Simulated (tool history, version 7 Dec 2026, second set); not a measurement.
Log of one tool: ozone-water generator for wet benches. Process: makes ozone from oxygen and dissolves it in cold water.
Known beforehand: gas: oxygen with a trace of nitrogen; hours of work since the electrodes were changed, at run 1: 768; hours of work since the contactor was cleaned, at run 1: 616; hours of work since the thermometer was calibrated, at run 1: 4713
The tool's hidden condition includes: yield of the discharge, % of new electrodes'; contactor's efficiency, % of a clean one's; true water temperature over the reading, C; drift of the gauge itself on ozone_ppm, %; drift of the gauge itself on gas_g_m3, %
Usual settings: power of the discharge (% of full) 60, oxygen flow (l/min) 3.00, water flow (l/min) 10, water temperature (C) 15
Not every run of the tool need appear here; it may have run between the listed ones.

run   hour  power of the discharge (% of full)  oxygen flow (l/min)  water flow (l/min)  water temperature (C)  hours of work since the electrodes were changed  hours of work since the contactor was cleaned  hours of work since the thermometer was calibrated  dissolved ozone (ppm)  ozone in the gas ahead of the water (g/m3)
  1    0.0                                  60                 3.00                  10                     15                                              768                                            616                                                4713                   20.7                                       173.9
  2   13.7                                  60                 3.00                  10                     15                                              777                                            625                                                4722                   20.9                                       172.2
  3   40.2                                  60                 3.00                  10                     15                                              795                                            643                                                4740                   20.7                                       171.2
  4   56.4                                  60                 3.00                  10                     15                                              806                                            654                                                4751                   21.0                                       171.7
  5   74.1                                  60                 3.00                  10                     15                                              818                                            666                                                4763                   20.6                                       170.8
  6   87.3                                  60                 3.00                  10                     15                                              826                                            675                                                4772                   20.6                                       171.4
  7   99.9                                  60                 3.00                  10                     15                                              835                                            683                                                4780                   20.6                                       173.3
  8  125.9                                  60                 3.00                   8                     15                                              852                                            701                                                4798                   24.5                                       168.8
  9  140.6                                  60                 3.00                   7                     15                                              862                                            711                                                4808                   26.6                                       172.4
 10  164.1                                  60                 3.00                   7                     19                                              878                                            727                                                4824                   25.3                                       171.4
 11  186.6                                  60                 3.00                  15                     15                                              893                                            742                                                4839                   14.6                                       169.9
 12  213.3                                  60                 3.00                  15                     15                                              911                                            760                                                4857                   14.6                                       171.0
 13  238.6                                  60                 3.00                  15                     15                                              929                                            777                                                4874                   14.7                                       172.2
 14  268.4                                  60                 3.00                  15                     15                                              949                                            797                                                4894                   14.8                                       172.5
 15  286.2                                  60                 3.00                   6                     15                                              961                                            809                                                4906                   29.1                                       170.6
 16  313.5                                  44                 3.00                  10                     19                                              979                                            827                                                4924                   14.6                                       129.0
 17  337.8                                  44                 3.17                  15                     10                                              995                                            844                                                4941                   12.2                                       128.3
     344.5  -- contactor cleaned
 18  356.3                                  79                 3.00                   9                     15                                             1005                                              8                                                4951                   28.1                                       218.8
 19  384.1                                  62                 3.00                   6                     15                                             1024                                             27                                                4969                   30.0                                       176.1
 20  407.6                                  66                 3.00                  10                     17                                             1040                                             43                                                4985                   21.4                                       186.0
 21  425.6                                  60                 2.96                  10                     20                                             1052                                             55                                                4997                   18.6                                       172.5
 22  451.5                                  83                 3.00                  10                     11                                             1069                                             72                                                5015                   29.0                                       227.7
 23  472.1                                  49                 2.25                  10                      9                                             1083                                             86                                                5029                   17.0                                       157.7
     490.5  -- contactor cleaned, once more
 24  501.2                                  49                 2.25                  10                      9                                             1100                                              7                                                5046                   17.4                                       156.9
 25  515.0                                  67                 3.00                  10                      9                                             1110                                             17                                                5055                   24.9                                       186.9
 26  535.4                                  67                 3.00                  10                      9                                             1123                                             30                                                5069                   25.0                                       189.5
 27  550.6                                  67                 3.00                  10                      9                                             1134                                             41                                                5079                   24.9                                       186.5
 28  569.2                                  61                 3.34                   9                     10                                             1146                                             53                                                5092                   25.0                                       168.0
 29  597.1                                  61                 3.34                   8                     11                                             1165                                             72                                                5110                   26.7                                       164.7

Here are 3 independent what-if runs from the current tool condition. What would each one return?
  A  616.7                                  61                 3.34                  13                     11                                             1178                                             85                                                5124                      ?                                           ?
  B  616.7                                  59                 4.47                  11                     15                                             1178                                             85                                                5124                      ?                                           ?
  C  616.7                                  61                 3.34                   6                     19                                             1178                                             85                                                5124                      ?                                           ?

run  dissolved ozone (ppm)  ozone in the gas ahead of the water (g/m3)
  A                   18.3                                       166.8
  B                   20.0                                       148.2
  C                   27.7                                       164.5
Take away the tool's hidden state, keep each run's random variation, and the runs would have read:
run  dissolved ozone (ppm)  ozone in the gas ahead of the water (g/m3)
  A                   19.0                                       171.7
  B                   20.7                                       152.4
  C                   28.7                                       169.3

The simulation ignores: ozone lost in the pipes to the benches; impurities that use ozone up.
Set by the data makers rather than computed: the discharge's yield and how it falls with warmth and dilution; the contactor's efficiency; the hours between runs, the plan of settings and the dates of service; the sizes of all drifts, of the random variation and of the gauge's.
